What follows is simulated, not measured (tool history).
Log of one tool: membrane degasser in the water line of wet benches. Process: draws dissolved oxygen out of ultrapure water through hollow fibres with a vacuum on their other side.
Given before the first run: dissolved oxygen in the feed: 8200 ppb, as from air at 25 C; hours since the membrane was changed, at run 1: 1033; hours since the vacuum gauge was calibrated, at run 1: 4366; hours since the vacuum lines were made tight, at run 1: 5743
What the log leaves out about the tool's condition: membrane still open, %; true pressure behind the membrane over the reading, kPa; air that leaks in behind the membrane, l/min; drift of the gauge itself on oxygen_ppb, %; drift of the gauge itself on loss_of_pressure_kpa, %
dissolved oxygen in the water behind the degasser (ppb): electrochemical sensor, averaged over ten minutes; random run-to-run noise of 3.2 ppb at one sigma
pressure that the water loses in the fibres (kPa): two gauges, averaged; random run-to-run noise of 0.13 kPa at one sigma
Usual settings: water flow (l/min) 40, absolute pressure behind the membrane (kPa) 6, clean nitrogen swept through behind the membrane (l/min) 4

run,hour,water flow (l/min),absolute pressure behind the membrane (kPa),clean nitrogen swept through behind the membrane (l/min),hours since the membrane was changed,hours since the vacuum gauge was calibrated,hours since the vacuum lines were made tight,dissolved oxygen in the water behind the degasser (ppb),pressure that the water loses in the fibres (kPa)
1,0,40,6,4,1033,4366,5743,336.7,36.83
2,48.6,46,6,4,1081,4415,5791,477.2,42.76
3,115.9,46,6,4,1149,4482,5859,470.5,42.59
# hour 164.2: seals of the vacuum lines changed
4,198.9,46,6,4,1229,4563,35,471.8,42.77
5,252.2,46,6,4,1283,4617,88,471.8,42.62
6,308.7,46,6,4,1339,4673,145,473.6,42.71
7,393.2,40,6,4,1424,4758,229,329.6,37.29
8,448,40,6,4,1479,4813,284,338.8,37.23
# hour 457.1: vacuum gauge calibrated
9,523.6,40,6,4,1554,67,359,339.7,37.26
10,603,40,6,1.74,1633,146,438,429.5,37.19
11,669.6,40,6,1.74,1700,213,505,421.5,37.22
12,733.2,40,5.91,4,1763,276,569,341.8,37.12
13,791.8,40,5.91,4,1822,335,627,341.6,37.36
14,857.8,40,7.98,4,1888,401,693,383,37.26
15,934.9,40,7.98,4,1965,478,770,391.4,37.1
# hour 963.9: vacuum gauge calibrated, once more
16,1006.7,24,6,4,2036,43,842,79.5,22.49
17,1058.6,24,6,4,2088,95,893,82.2,22.36
18,1107.9,34,14.97,4,2138,144,943,384.9,31.73
19,1190.7,34,14.97,4,2220,227,1026,387.9,31.68
20,1272.1,59,7.36,2.57,2302,308,1107,919,55.06
21,1358.5,38,6.66,4,2388,395,1193,305.7,35.64
22,1451.2,38,4.71,3.07,2481,487,1286,281.9,35.6
23,1544.8,38,4.71,3.07,2574,581,1380,277,35.44
24,1632.2,38,4.71,3.07,2662,668,1467,276.4,35.85
25,1691.7,27,6.89,10.05,2721,728,1527,93.9,25.16
26,1731,40,5.28,5.53,2761,767,1566,312.3,37.52
27,1796.4,41,4.25,3.84,2826,833,1631,319.2,38.54
28,1849.1,41,4.25,4,2879,885,1684,318.1,38.58
29,1925.4,61,7.77,8.12,2955,962,1760,854.4,57.35
30,1991.3,40,10.42,4,3021,1027,1826,443.4,37.48
31,2059.9,40,10.42,4,3090,1096,1895,430.5,37.39

Predict each of these 4 candidate next runs independently; none follows another, all start after run 31:
A,2118.1,50,12.72,4,3148,1154,1953,?,?
B,2118.1,56,6,5.92,3148,1154,1953,?,?
C,2118.1,46,5.37,3.67,3148,1154,1953,?,?
D,2118.1,64,9.94,2.24,3148,1154,1953,?,?

run,dissolved oxygen in the water behind the degasser (ppb),pressure that the water loses in the fibres (kPa)
A,754,46.78
B,712,52.62
C,469.2,43.33
D,1197.3,60.26
What these runs would have given with no unlogged condition in the tool:
run,dissolved oxygen in the water behind the degasser (ppb),pressure that the water loses in the fibres (kPa)
A,726.9,45.89
B,680,51.62
C,444.9,42.5
D,1160.5,59.11
